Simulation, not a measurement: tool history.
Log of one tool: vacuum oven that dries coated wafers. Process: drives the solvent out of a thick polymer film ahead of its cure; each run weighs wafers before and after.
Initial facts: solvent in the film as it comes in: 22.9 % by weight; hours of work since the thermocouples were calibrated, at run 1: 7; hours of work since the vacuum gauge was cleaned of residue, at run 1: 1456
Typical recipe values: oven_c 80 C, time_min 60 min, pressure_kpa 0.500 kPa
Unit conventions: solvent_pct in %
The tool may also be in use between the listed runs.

| run | hour | oven_c | time_min | pressure_kpa | hours of work since the thermocouples were calibrated | hours of work since the vacuum gauge was cleaned of residue | solvent_pct |
|---|---|---|---|---|---|---|---|
| 1 | 0.0 | 80 | 60 | 0.500 | 7 | 1456 | 2.43 |
| 2 | 32.2 | 80 | 69 | 0.500 | 30 | 1479 | 1.84 |
| 3 | 79.6 | 80 | 69 | 0.500 | 64 | 1513 | 1.85 |
| 4 | 140.7 | 80 | 69 | 0.500 | 108 | 1557 | 1.86 |
| 5 | 180.3 | 80 | 69 | 0.500 | 137 | 1586 | 1.87 |
| 6 | 223.2 | 80 | 69 | 0.500 | 168 | 1616 | 1.86 |
| 7 | 263.6 | 80 | 69 | 0.500 | 197 | 1646 | 1.91 |
| 8 | 312.6 | 93 | 69 | 0.500 | 232 | 1681 | 0.37 |
| 9 | 343.3 | 93 | 69 | 0.500 | 255 | 1703 | 0.40 |
| 10 | 406.3 | 80 | 60 | 0.707 | 300 | 1749 | 2.60 |
| 11 | 453.8 | 80 | 60 | 0.707 | 334 | 1783 | 2.67 |
| 12 | 499.5 | 80 | 60 | 0.707 | 367 | 1816 | 2.69 |
|  | 506.1 | vacuum gauge cleaned of residue and calibrated |
| 13 | 537.2 | 80 | 60 | 0.707 | 393 | 22 | 2.76 |
| 14 | 594.2 | 80 | 60 | 0.707 | 434 | 64 | 2.74 |
| 15 | 624.6 | 80 | 60 | 0.707 | 456 | 85 | 2.76 |
| 16 | 680.6 | 80 | 60 | 0.707 | 497 | 126 | 2.76 |
| 17 | 729.6 | 80 | 60 | 1.700 | 532 | 161 | 3.12 |
|  | 763.7 | vacuum gauge cleaned of residue and calibrated, once more |
| 18 | 777.7 | 80 | 60 | 1.700 | 566 | 10 | 2.88 |
| 19 | 828.3 | 80 | 60 | 1.700 | 602 | 47 | 2.89 |
| 20 | 869.2 | 80 | 60 | 0.756 | 632 | 76 | 2.67 |
|  | 882.4 | oven's thermocouples calibrated |
| 21 | 934.9 | 80 | 60 | 0.500 | 38 | 122 | 2.25 |
| 22 | 991.5 | 91 | 40 | 0.648 | 79 | 163 | 1.69 |
| 23 | 1024.8 | 84 | 60 | 0.783 | 103 | 187 | 1.51 |
| 24 | 1076.3 | 80 | 39 | 0.309 | 140 | 224 | 4.63 |
| 25 | 1114.4 | 80 | 39 | 0.260 | 167 | 252 | 4.65 |
| 26 | 1178.2 | 68 | 99 | 0.319 | 213 | 298 | 3.02 |
| 27 | 1229.6 | 82 | 62 | 0.365 | 250 | 335 | 1.81 |
| 28 | 1301.0 | 82 | 33 | 0.365 | 302 | 386 | 5.30 |
| 29 | 1346.5 | 81 | 86 | 1.215 | 335 | 419 | 1.17 |
| 30 | 1383.8 | 91 | 106 | 1.967 | 362 | 446 | 0.48 |
| 31 | 1440.5 | 91 | 106 | 1.967 | 403 | 487 | 0.52 |
| 32 | 1471.1 | 91 | 107 | 0.564 | 425 | 509 | 0.17 |
| 33 | 1515.2 | 91 | 107 | 0.564 | 456 | 541 | 0.18 |
| 34 | 1578.3 | 91 | 107 | 0.564 | 502 | 586 | 0.18 |
| 35 | 1643.2 | 91 | 107 | 0.564 | 549 | 633 | 0.18 |
| 36 | 1678.7 | 80 | 53 | 0.899 | 574 | 659 | 3.33 |
| 37 | 1743.4 | 80 | 53 | 0.899 | 621 | 705 | 3.34 |
|  | 1770.1 | oven's thermocouples calibrated |
| 38 | 1811.0 | 80 | 53 | 0.899 | 29 | 753 | 3.04 |
| 39 | 1843.3 | 85 | 102 | 1.342 | 53 | 776 | 0.58 |
| 40 | 1891.3 | 80 | 51 | 0.500 | 87 | 810 | 3.21 |
| 41 | 1957.8 | 70 | 60 | 1.192 | 135 | 858 | 5.79 |
| 42 | 1990.6 | 65 | 36 | 0.439 | 159 | 882 | 10.80 |

Below are 5 alternative next runs, each starting from the tool's condition after run 42. Predict each:
| A | 2029.3 | 80 | 36 | 0.456 | 187 | 910 | ? |
| B | 2029.3 | 70 | 36 | 1.514 | 187 | 910 | ? |
| C | 2029.3 | 73 | 84 | 0.357 | 187 | 910 | ? |
| D | 2029.3 | 76 | 76 | 0.390 | 187 | 910 | ? |
| E | 2029.3 | 76 | 38 | 0.764 | 187 | 910 | ? |

| run | solvent_pct |
|---|---|
| A | 5.38 |
| B | 9.20 |
| C | 2.63 |
| D | 2.32 |
| E | 6.44 |
The same runs, with their run-to-run variation unchanged, on a tool lacking any hidden condition would have given:
| run | solvent_pct |
|---|---|
| A | 5.21 |
| B | 9.02 |
| C | 2.46 |
| D | 2.16 |
| E | 6.26 |

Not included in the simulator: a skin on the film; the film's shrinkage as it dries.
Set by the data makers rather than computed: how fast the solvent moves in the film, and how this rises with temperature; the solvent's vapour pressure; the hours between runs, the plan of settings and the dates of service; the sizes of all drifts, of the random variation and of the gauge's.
